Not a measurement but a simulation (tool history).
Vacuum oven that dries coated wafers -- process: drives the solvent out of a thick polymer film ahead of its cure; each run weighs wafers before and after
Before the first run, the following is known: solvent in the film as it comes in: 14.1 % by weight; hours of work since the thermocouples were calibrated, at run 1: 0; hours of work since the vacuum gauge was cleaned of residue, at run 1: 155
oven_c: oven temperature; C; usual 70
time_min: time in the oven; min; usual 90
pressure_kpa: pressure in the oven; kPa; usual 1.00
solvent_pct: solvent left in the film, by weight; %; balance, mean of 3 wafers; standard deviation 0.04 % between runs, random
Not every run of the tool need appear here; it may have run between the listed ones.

run,day,oven_c,time_min,pressure_kpa,hours of work since the thermocouples were calibrated,hours of work since the vacuum gauge was cleaned of residue,solvent_pct
1,0.000,70,90,1.00,0,155,1.41
2,0.925,70,90,1.00,14,169,1.39
3,1.850,70,90,1.00,29,183,1.44
4,2.350,70,90,3.29,36,191,3.07
5,3.362,70,90,3.29,52,207,2.98
6,4.296,70,57,1.00,67,221,2.63
7,4.979,70,63,1.00,77,232,2.31
8,5.558,70,63,1.00,86,241,2.29
9,6.217,63,90,1.00,96,251,2.45
10,6.962,70,90,1.00,108,263,1.39
11,8.075,70,90,1.00,125,280,1.51
12,8.692,70,90,1.00,135,289,1.43
13,9.242,70,63,1.00,143,298,2.25
14,9.833,70,75,1.00,153,307,1.88
15,10.433,70,90,1.00,162,316,1.39
16,11.138,70,90,2.74,173,327,2.65
17,11.917,70,78,2.74,185,339,2.88
18,12.704,70,78,2.74,197,352,2.87
19,13.296,70,78,2.74,206,361,2.90
20,13.879,70,78,1.35,215,370,1.92
21,14.371,70,78,1.35,223,378,2.04
22,15.429,70,78,1.35,239,394,1.90
23,16.108,70,78,1.35,250,405,1.94
24,16.612,85,61,2.63,258,412,1.30
25,17.758,70,119,1.00,275,430,1.10
26,18.875,56,111,0.82,293,447,3.02
27,19.908,56,111,0.82,309,463,3.08
28,20.588,65,111,1.41,319,474,2.02
29,21.600,76,158,2.70,335,490,1.56
30,22.700,76,158,2.70,352,507,1.70
31,23.629,70,140,1.20,366,521,1.08
32,24.383,82,111,0.90,378,533,0.49
33,25.267,81,100,1.00,392,547,0.55
34,25.971,69,90,0.94,403,557,1.61
35,26.762,69,90,0.94,415,570,1.56
36,27.479,60,50,2.72,426,581,6.42
37,28.204,74,90,1.07,437,592,1.15
38,29.121,70,92,3.38,452,606,3.02
39,30.188,70,92,3.38,468,623,3.02
40,31.129,76,129,0.51,483,637,0.39
41,31.825,58,144,0.96,494,648,2.20
42,32.454,62,75,1.41,503,658,3.59
43,33.538,68,90,2.54,520,675,2.83
44,34.267,83,53,2.28,531,686,1.55
45,35.283,64,92,2.87,547,702,3.91
46,35.833,64,92,1.19,556,710,2.43

Had the tool no unlogged condition, and each run kept its random variation, what would the results have been?
The hidden state here: true wafer temperature over the reading, C; true pressure over the reading, kPa; drift of the gauge itself on solvent_pct, %.
run,solvent_pct
1,1.37
2,1.35
3,1.40
4,3.02
5,2.93
6,2.58
7,2.26
8,2.23
9,2.38
10,1.34
11,1.46
12,1.37
13,2.20
14,1.82
15,1.33
16,2.59
17,2.82
18,2.81
19,2.84
20,1.85
21,1.97
22,1.83
23,1.88
24,1.26
25,1.02
26,2.89
27,2.95
28,1.92
29,1.48
30,1.62
31,0.98
32,0.42
33,0.48
34,1.52
35,1.47
36,6.36
37,1.06
38,2.94
39,2.94
40,0.29
41,2.02
42,3.49
43,2.73
44,1.50
45,3.81
46,2.30

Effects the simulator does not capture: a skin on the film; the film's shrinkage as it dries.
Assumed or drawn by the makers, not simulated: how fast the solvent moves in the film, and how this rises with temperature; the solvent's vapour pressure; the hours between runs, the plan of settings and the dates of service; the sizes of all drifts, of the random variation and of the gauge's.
